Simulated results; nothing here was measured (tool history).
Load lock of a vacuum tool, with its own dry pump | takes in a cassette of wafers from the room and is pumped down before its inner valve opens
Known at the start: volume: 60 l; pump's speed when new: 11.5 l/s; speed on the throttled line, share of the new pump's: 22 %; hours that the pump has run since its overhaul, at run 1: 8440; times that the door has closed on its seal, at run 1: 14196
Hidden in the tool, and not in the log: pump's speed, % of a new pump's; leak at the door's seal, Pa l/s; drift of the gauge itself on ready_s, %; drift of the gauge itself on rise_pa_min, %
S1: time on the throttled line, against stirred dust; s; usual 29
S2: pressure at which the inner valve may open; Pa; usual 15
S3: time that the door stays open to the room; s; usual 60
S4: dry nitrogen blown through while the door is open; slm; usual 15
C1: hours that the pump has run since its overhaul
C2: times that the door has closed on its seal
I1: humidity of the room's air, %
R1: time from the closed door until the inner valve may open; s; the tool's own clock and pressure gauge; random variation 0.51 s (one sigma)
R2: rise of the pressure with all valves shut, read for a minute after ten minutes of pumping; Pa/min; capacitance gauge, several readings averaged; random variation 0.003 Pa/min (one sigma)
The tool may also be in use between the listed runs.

run    hour  S1  S2   S3  S4     C1     C2    I1    R1     R2
  1       0  29  15   60  15   8440  14196  44.5  71.4  0.103
  2   470.5  29  15   60   6   8910  15128  46.2  70.2  0.118
  3   939.5  47  15   60   6   9379  16058  45.1  84.9  0.127
  4  1200.2  47  15   60  20   9640  16574    46  85.9  0.113
  5  1634.2  47  15   60  20  10074  17434  45.3  84.5  0.112
  6  1870.8  47  15   60  20  10311  17903  45.8  85.2  0.114
  7  2309.5  47  15   60  20  10749  18772  46.5  85.8  0.125
  8  2761.7  29  15   60  10  11202  19668  48.6    72  0.143
  9  3095.9  17  15  230   6  11536  20330  46.8  62.6  0.187
 10  3345.5  29  26   57  15  11785  20825  44.8  68.9  0.142
 11  3577.9  29  26   57  15  12018  21285  43.4  69.3  0.136
 12  4029.9  29  26   57  15  12470  22181  46.6  69.4  0.155
 13    4327  29  26   57  15  12767  22770  45.4  69.4  0.158

4 ways to go on from here, each from the tool as it stands after run 13. What would each give?
  A  4651.1  29  18  227  41  13091  23412  42.3   ?   ?
  B  4651.1  29  15  108  15  13091  23412  44.1   ?   ?
  C  4651.1  29  13  111  43  13091  23412  43.4   ?   ?
  D  4651.1  29  16   60  15  13091  23412  46.5   ?   ?

run    R1     R2
  A  71.8  0.164
  B  73.1  0.173
  C  73.2  0.139
  D  71.9  0.161
Without the tool's hidden state the same runs would have given:
run    R1     R2
  A  68.1  0.044
  B  69.3  0.054
  C  69.3  0.021
  D  68.2  0.043
